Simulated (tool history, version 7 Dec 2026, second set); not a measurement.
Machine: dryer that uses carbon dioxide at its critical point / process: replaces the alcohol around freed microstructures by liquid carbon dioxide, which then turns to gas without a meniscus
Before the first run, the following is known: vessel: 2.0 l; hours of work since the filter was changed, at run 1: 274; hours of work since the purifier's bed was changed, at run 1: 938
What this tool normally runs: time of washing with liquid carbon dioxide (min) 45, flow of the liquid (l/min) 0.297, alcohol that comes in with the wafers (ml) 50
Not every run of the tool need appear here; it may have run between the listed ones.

run	hour	time of washing with liquid carbon dioxide (min)	flow of the liquid (l/min)	alcohol that comes in with the wafers (ml)	hours of work since the filter was changed	hours of work since the purifier's bed was changed	alcohol left in the vessel before it's heated (ppm by volume)
1	0.0	45	0.297	50	274	938	284
2	19.1	45	0.243	50	288	952	453
3	44.4	45	0.243	50	306	971	474
4	82.2	45	0.194	50	334	998	925
5	111.7	45	0.297	50	356	1020	302
6	137.4	45	0.297	50	374	1039	310
7	175.9	45	0.297	50	402	1067	318
8	215.3	45	0.297	50	431	1095	306
9	237.3	45	0.297	117	447	1112	459
10	258.2	45	0.297	117	463	1127	474
11	277.5	45	0.297	117	477	1141	481
12	314.2	45	0.342	50	504	1168	286
# hour 323.0: inlet filter changed
13	332.7	45	0.297	50	7	1181	308
14	351.3	45	0.297	50	21	1194	314
15	386.2	45	0.297	50	46	1220	319
16	425.6	45	0.297	50	75	1249	323
17	458.9	45	0.297	50	99	1273	330
18	480.9	45	0.297	50	115	1289	338
19	500.3	45	0.297	50	130	1303	334
20	527.0	63	0.297	50	149	1323	280
21	548.7	45	0.195	50	165	1338	910
22	564.5	45	0.297	50	177	1350	353
23	590.3	45	0.297	50	195	1369	353
24	619.6	45	0.297	50	217	1390	357
25	641.6	34	0.297	38	233	1406	543
26	659.0	34	0.346	54	246	1419	444
# hour 682.2: purifier's bed changed
27	687.3	39	0.297	61	264	4	231
28	706.3	58	0.297	61	278	18	28
29	739.3	40	0.363	61	302	42	71
30	756.5	44	0.412	88	315	54	30
31	773.0	32	0.297	47	327	66	432
32	789.0	45	0.472	22	338	78	22
33	808.0	70	0.246	50	352	92	49
34	826.1	45	0.298	50	366	105	114
35	843.4	31	0.298	58	378	118	620
36	871.1	45	0.297	34	398	138	94
37	893.3	42	0.234	43	415	154	433
38	915.4	31	0.359	43	431	170	235
39	946.2	45	0.357	40	453	193	67
40	972.1	60	0.434	106	472	212	40
41	993.7	60	0.434	106	488	228	57
# hour 1022.9: inlet filter changed
42	1026.1	45	0.238	50	2	251	293
43	1048.6	37	0.448	24	19	267	68
44	1084.7	27	0.297	25	45	293	435
45	1103.3	45	0.308	50	59	307	120
46	1133.4	45	0.308	50	81	329	134
47	1158.2	31	0.279	21	99	347	312
48	1184.2	31	0.279	21	118	366	328

Predict each of these 3 candidate next runs independently; none follows another, all start after run 48:
A	1207.7	43	0.414	21	135	383	?
B	1207.7	31	0.265	42	135	383	?
C	1207.7	64	0.247	21	135	383	?

run	alcohol left in the vessel before it's heated (ppm by volume)
A	84
B	702
C	89
Take away the tool's hidden state, keep each run's random variation, and the runs would have read:
run	alcohol left in the vessel before it's heated (ppm by volume)
A	11
B	573
C	10

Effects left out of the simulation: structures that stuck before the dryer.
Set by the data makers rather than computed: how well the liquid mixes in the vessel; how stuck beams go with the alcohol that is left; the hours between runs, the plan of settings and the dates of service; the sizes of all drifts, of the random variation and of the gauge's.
